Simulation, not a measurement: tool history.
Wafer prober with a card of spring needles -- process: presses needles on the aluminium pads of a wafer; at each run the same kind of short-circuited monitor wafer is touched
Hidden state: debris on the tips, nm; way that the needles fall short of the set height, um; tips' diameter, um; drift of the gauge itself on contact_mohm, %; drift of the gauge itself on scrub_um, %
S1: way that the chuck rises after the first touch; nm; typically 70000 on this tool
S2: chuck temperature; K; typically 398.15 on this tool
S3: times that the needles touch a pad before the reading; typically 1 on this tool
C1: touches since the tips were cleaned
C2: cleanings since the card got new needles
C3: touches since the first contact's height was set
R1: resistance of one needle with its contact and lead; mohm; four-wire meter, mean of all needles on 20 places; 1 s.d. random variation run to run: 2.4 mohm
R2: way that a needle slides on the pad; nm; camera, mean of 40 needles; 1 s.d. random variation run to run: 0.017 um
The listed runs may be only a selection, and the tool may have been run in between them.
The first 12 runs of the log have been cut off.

| run | hour | S1 | S2 | S3 | C1 | C2 | C3 | R1 | R2 |
|---|---|---|---|---|---|---|---|---|---|
|  | 206.2 | tips cleaned on abrasive film |
| 13 | 221.8 | 70000 | 398.15 | 1 | 6091 | 58 | 23400 | 264 | 9130 |
|  | 227.2 | tips cleaned on abrasive film |
| 14 | 244.6 | 70000 | 398.15 | 2 | 6818 | 59 | 32272 | 269 | 9180 |
|  | 248 | tips cleaned on abrasive film |
| 15 | 263.2 | 70000 | 398.15 | 2 | 5941 | 60 | 39482 | 271 | 9180 |
|  | 268.2 | tips cleaned on abrasive film |
| 16 | 280.4 | 58000 | 398.15 | 1 | 4759 | 61 | 46146 | 275 | 7600 |
|  | 288.3 | gauge calibrated |
|  | 288.4 | tips cleaned on abrasive film |
| 17 | 301.1 | 58000 | 398.15 | 1 | 4971 | 62 | 54182 | 272 | 7500 |
|  | 308.9 | tips cleaned on abrasive film |
| 18 | 327.3 | 65000 | 300.15 | 2 | 7194 | 63 | 64373 | 241 | 8400 |
|  | 328.9 | tips cleaned on abrasive film |
|  | 348.8 | tips cleaned on abrasive film |
| 19 | 350 | 70000 | 398.15 | 1 | 445 | 65 | 73123 | 269 | 9060 |
| 20 | 362.6 | 76000 | 340.15 | 1 | 5376 | 65 | 78054 | 253 | 9860 |
|  | 368.2 | tips cleaned on abrasive film |
| 21 | 384.3 | 88000 | 340.15 | 1 | 6292 | 66 | 86489 | 252 | 11430 |
|  | 387.6 | tips cleaned on abrasive film |
| 22 | 399.2 | 88000 | 340.15 | 1 | 4534 | 67 | 92273 | 252 | 11410 |
|  | 408 | tips cleaned on abrasive film |
| 23 | 427 | 84000 | 314.15 | 2 | 7395 | 68 | 103044 | 244 | 10950 |
|  | 428.3 | tips cleaned on abrasive film |
| 24 | 447.2 | 86000 | 310.15 | 2 | 7377 | 69 | 110889 | 243 | 11220 |
|  | 449.6 | tips cleaned on abrasive film |
| 25 | 466.5 | 60000 | 398.15 | 1 | 6606 | 70 | 118385 | 273 | 7800 |
|  | 470.9 | tips cleaned on abrasive film |
|  | 491.2 | tips cleaned on abrasive film |
| 26 | 491.2 | 72000 | 309.15 | 1 | 0 | 72 | 127936 | 245 | 9420 |
| 27 | 506.1 | 66000 | 306.15 | 3 | 5809 | 72 | 133745 | 247 | 8670 |
|  | 510.7 | tips cleaned on abrasive film |
| 28 | 527 | 66000 | 311.15 | 3 | 6340 | 73 | 141875 | 246 | 8620 |
|  | 532 | tips cleaned on abrasive film |
| 29 | 541.8 | 51000 | 313.15 | 1 | 3817 | 74 | 147595 | 253 | 6680 |
|  | 552.2 | tips cleaned on abrasive film |
| 30 | 561.5 | 53000 | 398.15 | 3 | 3641 | 75 | 155253 | 277 | 6960 |
|  | 572.4 | tips cleaned on abrasive film |
| 31 | 584.1 | 67000 | 396.15 | 3 | 4540 | 76 | 164012 | 269 | 8810 |
|  | 593.4 | tips cleaned on abrasive film |
| 32 | 609.7 | 51000 | 343.15 | 2 | 6334 | 77 | 173965 | 261 | 6740 |

Predict each of these 3 candidate next runs independently; none follows another, all start after run 32:
|  | 612.7 | tips cleaned on abrasive film |
|  | 633.5 | tips cleaned on abrasive film |
| A | 635.4 | 51000 | 389.15 | 2 | 729 | 79 | 183919 | ? | ? |
|  | 612.7 | tips cleaned on abrasive film |
|  | 633.5 | tips cleaned on abrasive film |
| B | 635.4 | 63000 | 398.15 | 2 | 729 | 79 | 183919 | ? | ? |
|  | 612.7 | tips cleaned on abrasive film |
|  | 633.5 | tips cleaned on abrasive film |
| C | 635.4 | 73000 | 299.15 | 2 | 729 | 79 | 183919 | ? | ? |

| run | R1 | R2 |
|---|---|---|
| A | 272 | 6730 |
| B | 271 | 8330 |
| C | 241 | 9620 |
Without the tool's unlogged condition, the same runs would have read:
| run | R1 | R2 |
|---|---|---|
| A | 271 | 6600 |
| B | 270 | 8170 |
| C | 241 | 9440 |

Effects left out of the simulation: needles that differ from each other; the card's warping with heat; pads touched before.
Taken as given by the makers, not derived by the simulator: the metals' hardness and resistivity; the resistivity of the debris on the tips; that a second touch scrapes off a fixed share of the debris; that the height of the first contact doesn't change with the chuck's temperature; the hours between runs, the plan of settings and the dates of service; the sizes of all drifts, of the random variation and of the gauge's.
